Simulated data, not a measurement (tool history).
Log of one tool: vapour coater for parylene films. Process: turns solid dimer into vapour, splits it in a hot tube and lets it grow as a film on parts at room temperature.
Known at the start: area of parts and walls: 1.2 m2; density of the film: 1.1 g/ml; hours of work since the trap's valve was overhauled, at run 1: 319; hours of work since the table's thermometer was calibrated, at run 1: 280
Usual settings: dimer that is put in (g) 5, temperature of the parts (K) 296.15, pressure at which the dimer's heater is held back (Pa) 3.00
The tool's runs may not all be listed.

run     day  dimer that is put in (g)  temperature of the parts (K)  pressure at which the dimer's heater is held back (Pa)  hours of work since the trap's valve was overhauled  hours of work since the table's thermometer was calibrated  thickness of the film (nm)
  1   0.000                         5                        296.15                                                    3.00                                                  319                                                         280                        2610
  2   1.438                         5                        296.15                                                    3.00                                                  334                                                         295                        2570
  3   2.862                         5                        296.15                                                    3.00                                                  348                                                         309                        2550
  4   4.958                         5                        296.15                                                    2.35                                                  370                                                         331                        2590
  5   7.267                         5                        296.15                                                    2.35                                                  393                                                         354                        2630
  6   8.721                         5                        304.15                                                    2.35                                                  408                                                         369                        2250
     10.821  -- trap's valve overhauled
  7  10.933                         5                        304.15                                                    2.35                                                    1                                                         390                        2610
  8  13.529                         5                        304.15                                                    2.35                                                   28                                                         417                        2570
  9  14.758                         5                        304.15                                                    2.35                                                   40                                                         429                        2560
 10  15.979                         5                        304.15                                                    2.35                                                   53                                                         442                        2560
 11  17.888                         5                        304.15                                                    2.35                                                   72                                                         461                        2500
 12  19.150                         5                        300.15                                                    3.00                                                   85                                                         474                        2590
 13  21.004                         5                        300.15                                                    3.00                                                  104                                                         493                        2570
 14  23.512                         5                        300.15                                                    3.00                                                  129                                                         518                        2580
 15  26.108                         5                        300.15                                                    3.00                                                  156                                                         545                        2520
 16  28.238                         4                        296.15                                                    3.00                                                  178                                                         567                        2150
 17  30.175                         4                        296.15                                                    3.00                                                  197                                                         586                        2160
 18  32.425                         4                        296.15                                                    3.00                                                  220                                                         609                        2140
 19  35.025                         2                        296.15                                                    3.00                                                  247                                                         636                        1050
 20  37.054                         5                        296.15                                                    4.29                                                  268                                                         656                        2540
 21  39.362                         5                        296.15                                                    4.29                                                  291                                                         680                        2550
 22  41.204                         5                        296.15                                                    4.29                                                  310                                                         699                        2470
 23  42.250                         5                        296.15                                                    4.29                                                  321                                                         709                        2480
 24  44.383                         5                        296.15                                                    4.29                                                  342                                                         731                        2440
 25  46.867                         4                        297.15                                                    3.00                                                  368                                                         757                        1990
 26  48.858                         5                        288.15                                                    6.23                                                  388                                                         777                        2720
 27  50.783                         5                        288.15                                                    9.44                                                  408                                                         797                        2490
 28  52.142                         2                        293.15                                                   11.69                                                  421                                                         810                         900
     52.962  -- trap's valve overhauled
 29  54.254                         2                        293.15                                                   11.62                                                   13                                                         830                        1070
 30  56.308                         5                        293.15                                                   10.88                                                   34                                                         851                        2580
 31  58.871                         3                        293.15                                                   10.88                                                   60                                                         877                        1580
 32  60.204                         4                        295.15                                                    4.27                                                   74                                                         891                        2220
 33  61.583                         5                        308.15                                                    5.77                                                   88                                                         905                        2140
 34  63.183                         6                        296.15                                                    3.11                                                  104                                                         921                        3330
 35  65.783                         6                        296.15                                                    3.11                                                  131                                                         948                        3200
 36  67.896                         8                        300.15                                                    3.00                                                  152                                                         969                        4090
 37  69.017                         3                        293.15                                                    2.41                                                  164                                                         981                        1770
 38  70.404                         3                        293.15                                                    2.41                                                  178                                                         995                        1790
 39  71.746                         5                        290.15                                                    8.66                                                  192                                                        1009                        2730
 40  73.829                         6                        304.15                                                    3.00                                                  213                                                        1030                        2790
 41  74.917                         6                        296.15                                                    2.00                                                  224                                                        1041                        3330

Hidden state at the last listed run before each entry between runs and at the first one after, where it differs:
Between runs 6 and 7: trap's valve overhauled (day 10.821)
  vapour lost through the trap's worn valve, %: 12.9 -> 0.1; true temperature of the parts over the reading, C: -0.15 -> -0.16
  measured less the result without the state, thickness of the film (nm): -330 -> +0
Between runs 28 and 29: trap's valve overhauled (day 52.962)
  vapour lost through the trap's worn valve, %: 14.3 -> 0.7; true temperature of the parts over the reading, C: -0.35 -> -0.36
  measured less the result without the state, thickness of the film (nm): -140 -> +0
